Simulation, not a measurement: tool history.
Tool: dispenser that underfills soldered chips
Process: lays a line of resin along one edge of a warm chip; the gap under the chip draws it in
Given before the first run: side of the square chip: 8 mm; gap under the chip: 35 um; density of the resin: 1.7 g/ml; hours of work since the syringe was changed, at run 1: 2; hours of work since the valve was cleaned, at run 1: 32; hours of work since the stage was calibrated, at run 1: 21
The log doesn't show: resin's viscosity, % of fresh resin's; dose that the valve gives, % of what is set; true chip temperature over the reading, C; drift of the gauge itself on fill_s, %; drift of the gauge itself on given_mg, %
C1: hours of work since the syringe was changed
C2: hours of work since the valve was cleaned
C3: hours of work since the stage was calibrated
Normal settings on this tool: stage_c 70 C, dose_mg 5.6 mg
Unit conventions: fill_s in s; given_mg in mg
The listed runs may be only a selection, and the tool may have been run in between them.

Run 1, hour 0: usual settings; C1 2; C2 32; C3 21. Result: fill_s 89.2 s, given_mg 5.41 mg.
At hour 7: new syringe of resin.
Run 2, hour 8.8: usual settings but stage_c 62 C; C1 1; C2 38; C3 27. Result: fill_s 122 s, given_mg 5.41 mg.
At hour 17.6: new syringe of resin.
Run 3, hour 17.7: usual settings but stage_c 62 C; C1 0; C2 43; C3 33. Result: fill_s 116.5 s, given_mg 5.37 mg.
At hour 20.1: dispensing valve cleaned and set on the balance.
Run 4, hour 26.5: usual settings but stage_c 62 C; C1 5; C2 4; C3 38. Result: fill_s 134.2 s, given_mg 5.58 mg.
At hour 29.9: new syringe of resin.
Run 5, hour 35.1: usual settings but stage_c 62 C; C1 3; C2 10; C3 43. Result: fill_s 127.5 s, given_mg 5.53 mg.
At hour 40.7: new syringe of resin.
Run 6, hour 44.5: usual settings but dose_mg 5.75 mg; C1 3; C2 16; C3 49. Result: fill_s 86.6 s, given_mg 5.65 mg.
At hour 51.4: new syringe of resin.
Run 7, hour 54.2: usual settings but dose_mg 5.75 mg; C1 2; C2 22; C3 55. Result: fill_s 82.1 s, given_mg 5.62 mg.
At hour 62: new syringe of resin.
Run 8, hour 62.4: usual settings but stage_c 60 C; C1 0; C2 27; C3 61. Result: fill_s 128.7 s, given_mg 5.45 mg.
Run 9, hour 68.9: usual settings but dose_mg 6.04 mg; C1 5; C2 31; C3 65. Result: fill_s 89.7 s, given_mg 5.85 mg.
At hour 72.7: new syringe of resin.
Run 10, hour 78.8: usual settings but dose_mg 6.04 mg; C1 4; C2 38; C3 71. Result: fill_s 89.3 s, given_mg 5.82 mg.
At hour 83.5: new syringe of resin.
Run 11, hour 88: usual settings; C1 3; C2 43; C3 77. Result: fill_s 87.1 s, given_mg 5.37 mg.
At hour 89.8: dispensing valve cleaned and set on the balance.
At hour 95.5: new syringe of resin.
Run 12, hour 97.8: usual settings; C1 2; C2 5; C3 83. Result: fill_s 83.6 s, given_mg 5.59 mg.
Run 13, hour 104.6: usual settings but stage_c 57 C; C1 6; C2 10; C3 87. Result: fill_s 172.8 s, given_mg 5.56 mg.
At hour 106.5: new syringe of resin.
Run 14, hour 110.8: usual settings but stage_c 57 C; C1 3; C2 13; C3 91. Result: fill_s 157.8 s, given_mg 5.55 mg.
At hour 117: new syringe of resin.
Run 15, hour 117: usual settings but dose_mg 6.66 mg; C1 0; C2 17; C3 95. Result: fill_s 78.5 s, given_mg 6.55 mg.
Run 16, hour 122.8: usual settings but stage_c 63 C; C1 4; C2 21; C3 99. Result: fill_s 122.4 s, given_mg 5.5 mg.
At hour 127.5: new syringe of resin.
Run 17, hour 131.4: usual settings but stage_c 63 C; C1 3; C2 27; C3 104. Result: fill_s 117.1 s, given_mg 5.46 mg.
Run 18, hour 136: usual settings but stage_c 80 C, dose_mg 6.69 mg; C1 6; C2 30; C3 107. Result: fill_s 58.9 s, given_mg 6.51 mg.
At hour 138.4: new syringe of resin.
Run 19, hour 145.3: usual settings but stage_c 59 C, dose_mg 5.34 mg; C1 5; C2 36; C3 113. Result: fill_s 152.7 s, given_mg 5.18 mg.
At hour 149.3: new syringe of resin.
Run 20, hour 150: usual settings but dose_mg 6.43 mg; C1 0; C2 38; C3 116. Result: fill_s 78.3 s, given_mg 6.2 mg.
Run 21, hour 154.2: usual settings but stage_c 64 C, dose_mg 6 mg; C1 3; C2 41; C3 119. Result: fill_s 113.7 s, given_mg 5.76 mg.
At hour 159.8: dispensing valve cleaned and set on the balance.
At hour 161.3: new syringe of resin.
Run 22, hour 161.3: usual settings but stage_c 57 C, dose_mg 5.95 mg; C1 0; C2 1; C3 123. Result: fill_s 142.7 s, given_mg 5.95 mg.
Run 23, hour 166.1: usual settings but stage_c 72 C, dose_mg 6.92 mg; C1 3; C2 4; C3 126. Result: fill_s 77.1 s, given_mg 6.89 mg.
Run 24, hour 170.2: usual settings but stage_c 76 C, dose_mg 4.82 mg; C1 6; C2 7; C3 128. Result: fill_s 73.7 s, given_mg 4.79 mg.
At hour 172.2: new syringe of resin.
Run 25, hour 179.3: usual settings but stage_c 60 C, dose_mg 6.93 mg; C1 5; C2 12; C3 134. Result: fill_s 139 s, given_mg 6.85 mg.
At hour 182.8: new syringe of resin.
Run 26, hour 184.4: usual settings but stage_c 60 C, dose_mg 6.93 mg; C1 1; C2 16; C3 137. Result: fill_s 122.5 s, given_mg 6.85 mg.
Run 27, hour 189.3: usual settings but stage_c 71 C, dose_mg 6.26 mg; C1 4; C2 19; C3 141. Result: fill_s 83.1 s, given_mg 6.15 mg.
At hour 194: new syringe of resin.
Run 28, hour 198.2: usual settings but stage_c 71 C, dose_mg 6.26 mg; C1 3; C2 25; C3 146. Result: fill_s 79.2 s, given_mg 6.11 mg.
At hour 204.7: new syringe of resin.
Run 29, hour 207.1: usual settings but dose_mg 5.56 mg; C1 2; C2 30; C3 152. Result: fill_s 82.4 s, given_mg 5.4 mg.
Run 30, hour 212.6: usual settings but stage_c 71 C, dose_mg 5.42 mg; C1 5; C2 34; C3 156. Result: fill_s 88.8 s, given_mg 5.24 mg.
At hour 215.6: new syringe of resin.
Run 31, hour 217.4: usual settings but stage_c 82 C, dose_mg 4.87 mg; C1 1; C2 37; C3 158. Result: fill_s 50.7 s, given_mg 4.69 mg.
Run 32, hour 221.5: usual settings but stage_c 82 C, dose_mg 4.87 mg; C1 4; C2 39; C3 161. Result: fill_s 55.3 s, given_mg 4.71 mg.
At hour 226.3: new syringe of resin.
At hour 229.7: dispensing valve cleaned and set on the balance.
Run 33, hour 232: usual settings but stage_c 58 C, dose_mg 6.49 mg; C1 3; C2 2; C3 167. Result: fill_s 144.6 s, given_mg 6.51 mg.
At hour 238: new syringe of resin.
Run 34, hour 240: usual settings but stage_c 72 C, dose_mg 6.56 mg; C1 1; C2 7; C3 172. Result: fill_s 70.5 s, given_mg 6.54 mg.

For some of the steps in fill_s from one run to the next: how much would appear even if the tool had no hidden state, given the settings, what came in and random variation, and how much remains for the hidden state plus any gauge scatter that the measured result and the result without hidden state don't share?
Run 3 -> 4: dispensing valve cleaned and set on the balance. fill_s +17.7 s: hidden state +19.1, all else -1.4.
Run 12 -> 13: stage_c 70 -> 57. fill_s +89.2 s: hidden state +23.8, all else +65.4.
Run 18 -> 19: stage_c 80 -> 59, dose_mg 6.69 -> 5.34, new syringe of resin. fill_s +93.8 s: hidden state +8.2, all else +85.6.
Run 19 -> 20: stage_c 59 -> 70, dose_mg 5.34 -> 6.43, new syringe of resin. fill_s -74.4 s: hidden state -17.9, all else -56.5.
Run 32 -> 33: stage_c 82 -> 58, dose_mg 4.87 -> 6.49, new syringe of resin, dispensing valve cleaned and set on the balance. fill_s +89.3 s: hidden state -0.9, all else +90.2.
